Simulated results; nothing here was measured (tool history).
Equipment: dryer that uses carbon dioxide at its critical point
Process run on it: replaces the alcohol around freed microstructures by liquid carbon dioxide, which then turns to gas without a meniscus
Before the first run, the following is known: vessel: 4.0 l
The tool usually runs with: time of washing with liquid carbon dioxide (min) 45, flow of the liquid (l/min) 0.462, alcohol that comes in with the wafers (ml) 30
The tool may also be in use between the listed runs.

run,hour,time of washing with liquid carbon dioxide (min),flow of the liquid (l/min),alcohol that comes in with the wafers (ml),alcohol left in the vessel before it's heated (ppm by volume)
1,0.0,45,0.462,30,239
# hour 32.6: purifier's bed changed
2,50.8,45,0.462,30,139
3,89.7,45,0.462,30,147
4,139.6,45,0.462,30,166
5,175.1,45,0.462,30,179
6,219.5,45,0.642,30,67
7,272.3,45,0.642,30,74
# hour 324.7: inlet filter changed
8,324.7,45,0.642,30,46
9,390.4,45,0.462,30,165
10,453.5,45,0.475,30,176
11,519.6,45,0.475,30,195
12,583.7,45,0.475,30,215
13,623.2,45,0.475,30,233
# hour 647.9: inlet filter changed
14,651.3,45,0.475,30,158
15,696.3,45,0.387,30,309
16,727.2,45,0.462,30,180
17,761.0,45,0.462,30,195
18,797.6,28,0.462,30,753
19,831.8,45,0.462,30,228
20,888.2,45,0.462,30,246
21,929.6,45,0.575,30,137
# hour 974.5: inlet filter changed
22,995.9,45,0.462,44,245
23,1060.2,49,0.761,22,63
24,1102.7,49,0.761,22,63
25,1162.5,49,0.761,37,78
26,1216.6,49,0.761,37,71
27,1264.6,32,0.716,23,182
# hour 1299.2: inlet filter changed
28,1308.2,43,0.462,36,256
29,1361.8,54,0.462,29,132
30,1402.8,54,0.462,29,137
31,1461.9,45,0.315,30,628
32,1502.4,61,0.279,30,424
33,1542.7,61,0.279,30,458
34,1601.5,61,0.279,30,502
# hour 1624.0: inlet filter changed
35,1632.0,45,0.462,29,209
36,1669.8,49,0.335,30,409
37,1725.4,49,0.335,30,459
38,1777.9,39,0.353,30,697
39,1821.9,39,0.353,30,734

Consider 5 possible next runs. They are alternatives, not a sequence: every one starts from the tool as it was left by run 39. What does each give?
A,1886.2,57,0.680,49,?
B,1886.2,66,0.353,58,?
C,1886.2,50,0.295,20,?
D,1886.2,40,0.454,20,?
E,1886.2,28,0.594,37,?

run,alcohol left in the vessel before it's heated (ppm by volume)
A,115
B,338
C,494
D,300
E,633
The same runs, with their run-to-run variation unchanged, on a tool lacking any hidden condition would have given:
run,alcohol left in the vessel before it's heated (ppm by volume)
A,14
B,140
C,287
D,135
E,364

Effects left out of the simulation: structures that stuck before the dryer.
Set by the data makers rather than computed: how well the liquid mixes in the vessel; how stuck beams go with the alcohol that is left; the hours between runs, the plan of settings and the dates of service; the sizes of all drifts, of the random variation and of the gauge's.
